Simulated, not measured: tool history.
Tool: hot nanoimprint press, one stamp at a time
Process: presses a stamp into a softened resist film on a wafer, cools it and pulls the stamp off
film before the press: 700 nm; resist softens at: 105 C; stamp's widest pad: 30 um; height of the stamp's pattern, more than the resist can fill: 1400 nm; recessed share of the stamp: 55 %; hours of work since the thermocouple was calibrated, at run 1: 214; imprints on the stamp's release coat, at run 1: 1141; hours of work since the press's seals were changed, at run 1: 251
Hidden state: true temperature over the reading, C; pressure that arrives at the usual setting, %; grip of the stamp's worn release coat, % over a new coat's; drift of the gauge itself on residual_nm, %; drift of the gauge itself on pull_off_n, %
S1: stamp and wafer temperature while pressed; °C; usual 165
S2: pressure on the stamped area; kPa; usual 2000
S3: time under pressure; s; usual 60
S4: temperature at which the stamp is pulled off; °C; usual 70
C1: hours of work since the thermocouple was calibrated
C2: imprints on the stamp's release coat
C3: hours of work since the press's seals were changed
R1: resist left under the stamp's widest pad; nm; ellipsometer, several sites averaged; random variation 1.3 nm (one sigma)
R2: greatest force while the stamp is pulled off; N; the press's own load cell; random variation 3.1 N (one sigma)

{"run": 1, "hour": 0.0, "S1": 165, "S2": 2000, "S3": 60, "S4": 70, "C1": 214, "C2": 1141, "C3": 251, "R1": 372.6, "R2": 151}
{"run": 2, "hour": 36.5, "S1": 165, "S2": 2000, "S3": 60, "S4": 70, "C1": 229, "C2": 1224, "C3": 266, "R1": 373.5, "R2": 145}
{"run": 3, "hour": 63.8, "S1": 165, "S2": 2000, "S3": 60, "S4": 70, "C1": 241, "C2": 1286, "C3": 278, "R1": 372.3, "R2": 154}
{"run": 4, "hour": 83.5, "S1": 165, "S2": 2000, "S3": 60, "S4": 70, "C1": 249, "C2": 1331, "C3": 286, "R1": 370.8, "R2": 144}
{"run": 5, "hour": 119.7, "S1": 165, "S2": 2000, "S3": 60, "S4": 70, "C1": 265, "C2": 1413, "C3": 302, "R1": 372.9, "R2": 147}
{"run": 6, "hour": 151.6, "S1": 165, "S2": 1650, "S3": 66, "S4": 70, "C1": 278, "C2": 1485, "C3": 315, "R1": 397.1, "R2": 147}
{"run": 7, "hour": 180.0, "S1": 156, "S2": 3160, "S3": 40, "S4": 72, "C1": 290, "C2": 1550, "C3": 328, "R1": 472.2, "R2": 150}
{"hour": 200.8, "done": "plate thermocouple calibrated"}
{"run": 8, "hour": 214.2, "S1": 158, "S2": 1410, "S3": 61, "S4": 61, "C1": 6, "C2": 1621, "C3": 341, "R1": 540.6, "R2": 162}
{"run": 9, "hour": 254.4, "S1": 158, "S2": 1410, "S3": 61, "S4": 61, "C1": 23, "C2": 1712, "C3": 358, "R1": 541.6, "R2": 157}
{"run": 10, "hour": 272.3, "S1": 155, "S2": 3080, "S3": 30, "S4": 63, "C1": 30, "C2": 1753, "C3": 366, "R1": 524.0, "R2": 160}

Forecast each of these 4 alternatives for the next run:
{"run": "A", "hour": 297.7, "S1": 165, "S2": 2000, "S3": 35, "S4": 55, "C1": 41, "C2": 1810, "C3": 376, "R1": "?", "R2": "?"}
{"run": "B", "hour": 297.7, "S1": 165, "S2": 1710, "S3": 52, "S4": 64, "C1": 41, "C2": 1810, "C3": 376, "R1": "?", "R2": "?"}
{"run": "C", "hour": 297.7, "S1": 167, "S2": 2000, "S3": 107, "S4": 69, "C1": 41, "C2": 1810, "C3": 376, "R1": "?", "R2": "?"}
{"run": "D", "hour": 297.7, "S1": 175, "S2": 2000, "S3": 35, "S4": 66, "C1": 41, "C2": 1810, "C3": 376, "R1": "?", "R2": "?"}

run=A R1=432.0 R2=162
run=B R1=414.2 R2=150
run=C R1=281.9 R2=148
run=D R1=298.7 R2=155
Without the tool's hidden state the same runs would have given:
run=A R1=436.9 R2=161
run=B R1=418.8 R2=148
run=C R1=285.0 R2=146
run=D R1=302.0 R2=153
